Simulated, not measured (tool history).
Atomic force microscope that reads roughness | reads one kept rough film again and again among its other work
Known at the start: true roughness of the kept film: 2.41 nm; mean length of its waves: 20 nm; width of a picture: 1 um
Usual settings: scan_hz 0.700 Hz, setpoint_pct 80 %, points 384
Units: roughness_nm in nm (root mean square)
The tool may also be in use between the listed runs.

| run | hour | scan_hz | setpoint_pct | points | roughness_nm |
|---|---|---|---|---|---|
| 1 | 0.0 | 0.700 | 80 | 384 | 1.447 |
|  | 7.7 | new tip fitted |
| 2 | 12.9 | 0.700 | 80 | 400 | 1.842 |
| 3 | 23.6 | 0.700 | 80 | 384 | 1.781 |
| 4 | 36.2 | 0.700 | 80 | 384 | 1.732 |
| 5 | 51.3 | 0.700 | 80 | 384 | 1.656 |
| 6 | 66.8 | 3.323 | 80 | 384 | 1.268 |
| 7 | 79.4 | 1.617 | 71 | 845 | 1.498 |
| 8 | 96.9 | 1.617 | 71 | 845 | 1.441 |
| 9 | 106.3 | 2.497 | 58 | 384 | 1.417 |
|  | 116.1 | new tip fitted |
| 10 | 127.9 | 1.119 | 61 | 900 | 1.893 |
| 11 | 148.8 | 0.881 | 68 | 289 | 1.714 |
| 12 | 165.4 | 1.843 | 88 | 521 | 1.373 |

Hidden state or all else? Some run-to-run changes of roughness_nm, split into what the settings, what came in and random variation would give without the hidden state, and what is left for the hidden state (with any gauge scatter that isn't in both results):
The hidden state here: radius of the tip, nm; height scale over the true one, %; drift of the gauge itself on roughness_nm, %.
Run 1 -> 2: points 384 -> 400, new tip fitted. roughness_nm +0.395 nm (root mean square): hidden state +0.407, all else -0.012.
Run 9 -> 10: scan_hz 2.497 -> 1.119, setpoint_pct 58 -> 61, points 384 -> 900, new tip fitted. roughness_nm +0.476 nm (root mean square): hidden state +0.384, all else +0.092.
